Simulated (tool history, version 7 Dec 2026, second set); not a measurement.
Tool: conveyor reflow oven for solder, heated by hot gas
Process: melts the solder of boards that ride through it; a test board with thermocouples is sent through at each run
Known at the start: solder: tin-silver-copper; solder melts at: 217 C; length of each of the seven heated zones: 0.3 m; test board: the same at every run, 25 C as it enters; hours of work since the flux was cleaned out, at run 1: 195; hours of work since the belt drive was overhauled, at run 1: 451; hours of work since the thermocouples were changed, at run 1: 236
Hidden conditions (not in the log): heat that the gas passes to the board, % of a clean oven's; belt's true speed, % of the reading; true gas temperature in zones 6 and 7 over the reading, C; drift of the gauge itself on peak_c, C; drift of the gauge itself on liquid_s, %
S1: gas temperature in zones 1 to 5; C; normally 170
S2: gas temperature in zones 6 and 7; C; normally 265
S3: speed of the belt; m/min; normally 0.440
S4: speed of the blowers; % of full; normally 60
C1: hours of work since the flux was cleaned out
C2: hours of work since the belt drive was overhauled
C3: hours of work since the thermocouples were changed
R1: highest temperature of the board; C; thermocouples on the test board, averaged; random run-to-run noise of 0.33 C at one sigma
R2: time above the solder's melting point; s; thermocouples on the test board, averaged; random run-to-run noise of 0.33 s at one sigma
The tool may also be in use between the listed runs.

| run | hour | S1 | S2 | S3 | S4 | C1 | C2 | C3 | R1 | R2 |
|---|---|---|---|---|---|---|---|---|---|---|
| 1 | 0.0 | 170 | 265 | 0.440 | 60 | 195 | 451 | 236 | 249.4 | 56.8 |
| 2 | 26.7 | 163 | 265 | 0.440 | 60 | 210 | 466 | 251 | 247.5 | 53.6 |
| 3 | 47.3 | 163 | 265 | 0.440 | 60 | 222 | 478 | 263 | 247.7 | 53.6 |
| 4 | 62.4 | 170 | 265 | 0.440 | 60 | 231 | 486 | 271 | 248.8 | 57.8 |
| 5 | 88.9 | 170 | 265 | 0.440 | 66 | 246 | 501 | 286 | 250.2 | 58.6 |
| 6 | 108.5 | 170 | 265 | 0.440 | 66 | 257 | 512 | 297 | 250.6 | 59.0 |
| 7 | 124.2 | 170 | 265 | 0.440 | 66 | 265 | 521 | 306 | 250.7 | 59.0 |
| 8 | 143.6 | 170 | 265 | 0.440 | 66 | 276 | 532 | 317 | 250.8 | 59.1 |
| 9 | 160.4 | 170 | 265 | 0.355 | 66 | 286 | 541 | 326 | 256.5 | 80.0 |
| 10 | 173.8 | 170 | 265 | 0.355 | 66 | 293 | 549 | 334 | 256.2 | 80.6 |
| 11 | 189.3 | 170 | 265 | 0.355 | 66 | 302 | 558 | 343 | 256.0 | 80.4 |
| 12 | 214.0 | 170 | 265 | 0.440 | 60 | 316 | 571 | 357 | 248.9 | 57.4 |
| 13 | 225.2 | 170 | 265 | 0.440 | 60 | 322 | 578 | 363 | 249.0 | 57.0 |
| 14 | 244.5 | 170 | 265 | 0.440 | 60 | 333 | 589 | 374 | 249.2 | 57.3 |
| 15 | 267.9 | 170 | 265 | 0.440 | 60 | 346 | 602 | 387 | 249.6 | 57.1 |
| 16 | 294.8 | 176 | 266 | 0.368 | 60 | 362 | 617 | 402 | 255.7 | 78.7 |
| 17 | 313.2 | 174 | 266 | 0.368 | 66 | 372 | 627 | 412 | 256.1 | 79.4 |
| 18 | 333.9 | 174 | 266 | 0.368 | 66 | 384 | 639 | 424 | 256.6 | 79.0 |
|  | 353.1 | flux residue cleaned out of gas plates and filters |
| 19 | 354.1 | 158 | 265 | 0.440 | 60 | 1 | 648 | 433 | 246.7 | 51.1 |
| 20 | 368.2 | 158 | 265 | 0.440 | 60 | 8 | 655 | 441 | 246.4 | 51.4 |
| 21 | 392.2 | 158 | 265 | 0.440 | 60 | 22 | 669 | 454 | 247.0 | 51.7 |
| 22 | 419.0 | 158 | 259 | 0.440 | 60 | 37 | 684 | 469 | 241.0 | 46.2 |
| 23 | 436.6 | 158 | 259 | 0.440 | 60 | 47 | 694 | 479 | 241.7 | 46.1 |
| 24 | 449.8 | 170 | 261 | 0.391 | 60 | 54 | 701 | 487 | 248.6 | 66.1 |
| 25 | 463.9 | 170 | 261 | 0.391 | 60 | 62 | 709 | 495 | 248.9 | 65.7 |
| 26 | 487.4 | 170 | 265 | 0.440 | 78 | 76 | 723 | 508 | 253.1 | 62.1 |
| 27 | 499.8 | 167 | 265 | 0.397 | 60 | 83 | 730 | 515 | 251.9 | 65.6 |
| 28 | 521.7 | 177 | 265 | 0.397 | 72 | 95 | 742 | 527 | 254.6 | 73.5 |
| 29 | 546.9 | 170 | 265 | 0.440 | 60 | 109 | 756 | 541 | 248.6 | 57.3 |
| 30 | 560.2 | 170 | 265 | 0.440 | 60 | 117 | 764 | 549 | 249.2 | 57.5 |

Below are 3 alternative next runs, each starting from the tool's condition after run 30. Predict each:
| A | 572.6 | 170 | 277 | 0.448 | 73 | 124 | 771 | 556 | ? | ? |
| B | 572.6 | 173 | 265 | 0.360 | 78 | 124 | 771 | 556 | ? | ? |
| C | 572.6 | 170 | 255 | 0.462 | 59 | 124 | 771 | 556 | ? | ? |

| run | R1 | R2 |
|---|---|---|
| A | 262.1 | 65.7 |
| B | 257.6 | 82.0 |
| C | 238.5 | 43.8 |
The same runs, with their run-to-run variation unchanged, on a tool lacking any hidden condition would have given:
| run | R1 | R2 |
|---|---|---|
| A | 262.1 | 65.7 |
| B | 257.7 | 82.0 |
| C | 238.6 | 43.9 |
